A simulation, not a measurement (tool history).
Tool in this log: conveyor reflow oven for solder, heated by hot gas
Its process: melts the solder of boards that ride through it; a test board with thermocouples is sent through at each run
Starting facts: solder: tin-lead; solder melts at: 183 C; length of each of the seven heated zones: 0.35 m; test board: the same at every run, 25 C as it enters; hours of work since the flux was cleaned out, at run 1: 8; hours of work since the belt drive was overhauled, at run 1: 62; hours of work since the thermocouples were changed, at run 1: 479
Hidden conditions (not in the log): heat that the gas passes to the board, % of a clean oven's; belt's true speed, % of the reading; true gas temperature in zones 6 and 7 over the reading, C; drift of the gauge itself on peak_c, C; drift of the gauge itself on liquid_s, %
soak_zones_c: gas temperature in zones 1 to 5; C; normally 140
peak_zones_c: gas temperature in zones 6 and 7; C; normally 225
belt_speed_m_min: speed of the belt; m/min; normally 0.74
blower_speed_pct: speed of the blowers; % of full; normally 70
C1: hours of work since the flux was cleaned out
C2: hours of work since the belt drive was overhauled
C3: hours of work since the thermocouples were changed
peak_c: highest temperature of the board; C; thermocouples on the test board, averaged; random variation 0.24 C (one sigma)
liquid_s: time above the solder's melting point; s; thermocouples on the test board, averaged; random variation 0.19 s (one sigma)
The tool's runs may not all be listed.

run 1 hour=0 | soak_zones_c=140 peak_zones_c=225 belt_speed_m_min=0.74 blower_speed_pct=70 | C1=8 C2=62 C3=479 | peak_c=212.6 liquid_s=40.9
run 2 hour=7.8 | soak_zones_c=140 peak_zones_c=225 belt_speed_m_min=0.74 blower_speed_pct=70 | C1=13 C2=68 C3=485 | peak_c=211.4 liquid_s=40.5
run 3 hour=22 | soak_zones_c=140 peak_zones_c=225 belt_speed_m_min=0.74 blower_speed_pct=70 | C1=22 C2=77 C3=494 | peak_c=212.5 liquid_s=40.5
run 4 hour=29.5 | soak_zones_c=128 peak_zones_c=225 belt_speed_m_min=0.74 blower_speed_pct=70 | C1=27 C2=82 C3=499 | peak_c=210.1 liquid_s=36.3
run 5 hour=43.1 | soak_zones_c=128 peak_zones_c=225 belt_speed_m_min=0.74 blower_speed_pct=70 | C1=36 C2=91 C3=508 | peak_c=210 liquid_s=36.3
run 6 hour=49.4 | soak_zones_c=128 peak_zones_c=225 belt_speed_m_min=0.74 blower_speed_pct=70 | C1=41 C2=95 C3=512 | peak_c=209.9 liquid_s=36.2
run 7 hour=56.8 | soak_zones_c=128 peak_zones_c=225 belt_speed_m_min=0.74 blower_speed_pct=70 | C1=46 C2=100 C3=517 | peak_c=209.9 liquid_s=36
run 8 hour=70.7 | soak_zones_c=128 peak_zones_c=225 belt_speed_m_min=0.74 blower_speed_pct=70 | C1=55 C2=110 C3=527 | peak_c=209.7 liquid_s=36
run 9 hour=81.6 | soak_zones_c=128 peak_zones_c=225 belt_speed_m_min=0.74 blower_speed_pct=70 | C1=62 C2=117 C3=534 | peak_c=209.6 liquid_s=35.9
run 10 hour=90 | soak_zones_c=128 peak_zones_c=225 belt_speed_m_min=0.74 blower_speed_pct=70 | C1=68 C2=122 C3=539 | peak_c=209.7 liquid_s=35.9
run 11 hour=102.8 | soak_zones_c=140 peak_zones_c=225 belt_speed_m_min=0.692 blower_speed_pct=70 | C1=76 C2=131 C3=548 | peak_c=212.8 liquid_s=44.6
run 12 hour=108.7 | soak_zones_c=141 peak_zones_c=225 belt_speed_m_min=0.74 blower_speed_pct=70 | C1=80 C2=135 C3=552 | peak_c=211.3 liquid_s=40.4
run 13 hour=119.9 | soak_zones_c=140 peak_zones_c=238 belt_speed_m_min=0.74 blower_speed_pct=70 | C1=88 C2=142 C3=559 | peak_c=223 liquid_s=46.2
run 14 hour=131.6 | soak_zones_c=140 peak_zones_c=238 belt_speed_m_min=0.74 blower_speed_pct=70 | C1=96 C2=150 C3=567 | peak_c=223 liquid_s=46.5
run 15 hour=138 | soak_zones_c=140 peak_zones_c=238 belt_speed_m_min=0.849 blower_speed_pct=70 | C1=100 C2=154 C3=572 | peak_c=218.3 liquid_s=38
run 16 hour=147.9 | soak_zones_c=140 peak_zones_c=238 belt_speed_m_min=0.849 blower_speed_pct=70 | C1=106 C2=161 C3=578 | peak_c=218.5 liquid_s=37.7
run 17 hour=156.8 | soak_zones_c=140 peak_zones_c=230 belt_speed_m_min=0.74 blower_speed_pct=75 | C1=112 C2=167 C3=584 | peak_c=216.4 liquid_s=43.6
run 18 hour=164.3 | soak_zones_c=151 peak_zones_c=232 belt_speed_m_min=0.805 blower_speed_pct=87 | C1=117 C2=172 C3=589 | peak_c=219.9 liquid_s=44.7
run 19 hour=177.8 | soak_zones_c=138 peak_zones_c=222 belt_speed_m_min=0.718 blower_speed_pct=60 | C1=126 C2=181 C3=598 | peak_c=206.5 liquid_s=36.5
run 20 hour=189 | soak_zones_c=138 peak_zones_c=222 belt_speed_m_min=0.718 blower_speed_pct=60 | C1=134 C2=189 C3=606 | peak_c=206.1 liquid_s=36.5
run 21 hour=197.4 | soak_zones_c=138 peak_zones_c=222 belt_speed_m_min=0.681 blower_speed_pct=60 | C1=139 C2=194 C3=611 | peak_c=207.6 liquid_s=40.3
run 22 hour=206.6 | soak_zones_c=126 peak_zones_c=224 belt_speed_m_min=0.652 blower_speed_pct=76 | C1=146 C2=200 C3=617 | peak_c=212.1 liquid_s=43.4
run 23 hour=214.5 | soak_zones_c=126 peak_zones_c=224 belt_speed_m_min=0.694 blower_speed_pct=80 | C1=151 C2=206 C3=623 | peak_c=211.2 liquid_s=40.2
run 24 hour=221.8 | soak_zones_c=126 peak_zones_c=224 belt_speed_m_min=0.694 blower_speed_pct=80 | C1=156 C2=210 C3=628 | peak_c=211.3 liquid_s=39.6
run 25 hour=230 | soak_zones_c=147 peak_zones_c=225 belt_speed_m_min=0.854 blower_speed_pct=70 | C1=161 C2=216 C3=633 | peak_c=207.9 liquid_s=33.5
run 26 hour=236.5 | soak_zones_c=147 peak_zones_c=225 belt_speed_m_min=0.854 blower_speed_pct=70 | C1=166 C2=220 C3=637 | peak_c=208.2 liquid_s=33.2
run 27 hour=243.7 | soak_zones_c=147 peak_zones_c=233 belt_speed_m_min=0.607 blower_speed_pct=70 | C1=170 C2=225 C3=642 | peak_c=223.4 liquid_s=59.8
run 28 hour=257 | soak_zones_c=140 peak_zones_c=225 belt_speed_m_min=0.74 blower_speed_pct=83 | C1=179 C2=234 C3=651 | peak_c=213.1 liquid_s=41.4
run 29 hour=268.1 | soak_zones_c=134 peak_zones_c=225 belt_speed_m_min=0.868 blower_speed_pct=83 | C1=187 C2=241 C3=658 | peak_c=207.2 liquid_s=30
run 30 hour=276.9 | soak_zones_c=140 peak_zones_c=225 belt_speed_m_min=0.623 blower_speed_pct=70 | C1=193 C2=247 C3=664 | peak_c=214.3 liquid_s=51.2
run 31 hour=289 | soak_zones_c=140 peak_zones_c=225 belt_speed_m_min=0.623 blower_speed_pct=58 | C1=201 C2=255 C3=672 | peak_c=212 liquid_s=48.4

Below are 4 alternative next runs, each starting from the tool's condition after run 31. Predict each:
run A hour=297.3 | soak_zones_c=146 peak_zones_c=225 belt_speed_m_min=0.674 blower_speed_pct=58 | C1=206 C2=261 C3=678 | peak_c=? liquid_s=?
run B hour=297.3 | soak_zones_c=136 peak_zones_c=225 belt_speed_m_min=0.716 blower_speed_pct=58 | C1=206 C2=261 C3=678 | peak_c=? liquid_s=?
run C hour=297.3 | soak_zones_c=140 peak_zones_c=236 belt_speed_m_min=0.74 blower_speed_pct=61 | C1=206 C2=261 C3=678 | peak_c=? liquid_s=?
run D hour=297.3 | soak_zones_c=153 peak_zones_c=225 belt_speed_m_min=0.623 blower_speed_pct=58 | C1=206 C2=261 C3=678 | peak_c=? liquid_s=?

run=A peak_c=211.1 liquid_s=45.3
run=B peak_c=207.5 liquid_s=36.4
run=C peak_c=217 liquid_s=43.1
run=D peak_c=213.3 liquid_s=54.9
Without the tool's hidden state the same runs would have given:
run=A peak_c=213.6 liquid_s=47.2
run=B peak_c=210.2 liquid_s=38.8
run=C peak_c=219.9 liquid_s=44.7
run=D peak_c=215.5 liquid_s=56.5
